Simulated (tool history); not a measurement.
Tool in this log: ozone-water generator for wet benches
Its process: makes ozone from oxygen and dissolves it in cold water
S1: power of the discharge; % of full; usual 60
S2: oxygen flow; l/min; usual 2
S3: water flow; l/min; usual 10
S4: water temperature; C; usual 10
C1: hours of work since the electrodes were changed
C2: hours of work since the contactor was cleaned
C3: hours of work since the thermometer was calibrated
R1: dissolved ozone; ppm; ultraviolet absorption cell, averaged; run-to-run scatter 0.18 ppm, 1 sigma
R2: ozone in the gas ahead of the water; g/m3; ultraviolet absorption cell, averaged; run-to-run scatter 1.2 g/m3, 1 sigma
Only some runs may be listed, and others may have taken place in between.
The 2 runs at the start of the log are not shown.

Run 3, day 4.054: usual settings; C1 446; C2 2594; C3 3721. Result: R1 25.1 ppm, R2 219.4 g/m3.
Run 4, day 5.7: usual settings; C1 475; C2 2623; C3 3751. Result: R1 25.2 ppm, R2 220.8 g/m3.
Run 5, day 7.6: usual settings; C1 510; C2 2657; C3 3785. Result: R1 24.9 ppm, R2 218.5 g/m3.
Run 6, day 9.75: usual settings but S1 83 % of full; C1 548; C2 2696; C3 3824. Result: R1 31.2 ppm, R2 272.8 g/m3.
Run 7, day 11.4: usual settings but S1 83 % of full; C1 578; C2 2726; C3 3853. Result: R1 31.4 ppm, R2 276.5 g/m3.
Run 8, day 13.05: usual settings but S1 83 % of full, S2 2.87 l/min; C1 608; C2 2755; C3 3883. Result: R1 31.7 ppm, R2 218.4 g/m3.
Run 9, day 14.354: usual settings but S1 83 % of full, S2 2.87 l/min; C1 631; C2 2779; C3 3906. Result: R1 31.7 ppm, R2 221.5 g/m3.
Run 10, day 16.504: usual settings but S1 83 % of full, S2 2.87 l/min; C1 670; C2 2818; C3 3945. Result: R1 31.5 ppm, R2 220.2 g/m3.
Run 11, day 17.708: usual settings but S3 13 l/min; C1 691; C2 2839; C3 3967. Result: R1 19.5 ppm, R2 218.6 g/m3.
Run 12, day 20.588: usual settings but S3 13 l/min; C1 743; C2 2891; C3 4019. Result: R1 19.4 ppm, R2 217.2 g/m3.
Run 13, day 22.012: usual settings but S3 9 l/min; C1 769; C2 2917; C3 4044. Result: R1 27.2 ppm, R2 217.3 g/m3.
Run 14, day 23.433: usual settings but S3 9 l/min; C1 795; C2 2942; C3 4070. Result: R1 26.9 ppm, R2 217 g/m3.
Run 15, day 25.154: usual settings; C1 826; C2 2973; C3 4101. Result: R1 25.1 ppm, R2 217.6 g/m3.
Run 16, day 27.133: usual settings; C1 861; C2 3009; C3 4136. Result: R1 24.8 ppm, R2 217.8 g/m3.
Run 17, day 29.671: usual settings but S2 1.78 l/min, S3 11 l/min, S4 5 C; C1 907; C2 3055; C3 4182. Result: R1 23.4 ppm, R2 233.9 g/m3.
Run 18, day 32.554: usual settings but S2 1.78 l/min, S3 11 l/min, S4 5 C; C1 959; C2 3106; C3 4234. Result: R1 23.3 ppm, R2 231.9 g/m3.
Run 19, day 34.129: usual settings but S1 63 % of full, S2 1.9 l/min; C1 987; C2 3135; C3 4262. Result: R1 25.5 ppm, R2 231.3 g/m3.
Run 20, day 36.442: usual settings but S1 52 % of full, S2 3.55 l/min, S3 6 l/min, S4 11 C; C1 1029; C2 3176; C3 4304. Result: R1 31.4 ppm, R2 139.6 g/m3.
Run 21, day 37.779: usual settings but S1 52 % of full, S2 3.55 l/min, S3 6 l/min, S4 11 C; C1 1053; C2 3201; C3 4328. Result: R1 31 ppm, R2 139.7 g/m3.

What will run 22 give?
Run 22, day 40.496: usual settings but S1 49 % of full, S2 1.84 l/min, S3 8 l/min, S4 5 C; C1 1102; C2 3249; C3 4377. Result: R1 ?, R2 ?.

Run 22 produced R1 27.4 ppm, R2 200.3 g/m3.
Take away the tool's hidden state, keep the run-to-run variation as it was, and the same run would have given R1 28.5 ppm, R2 204.2 g/m3.
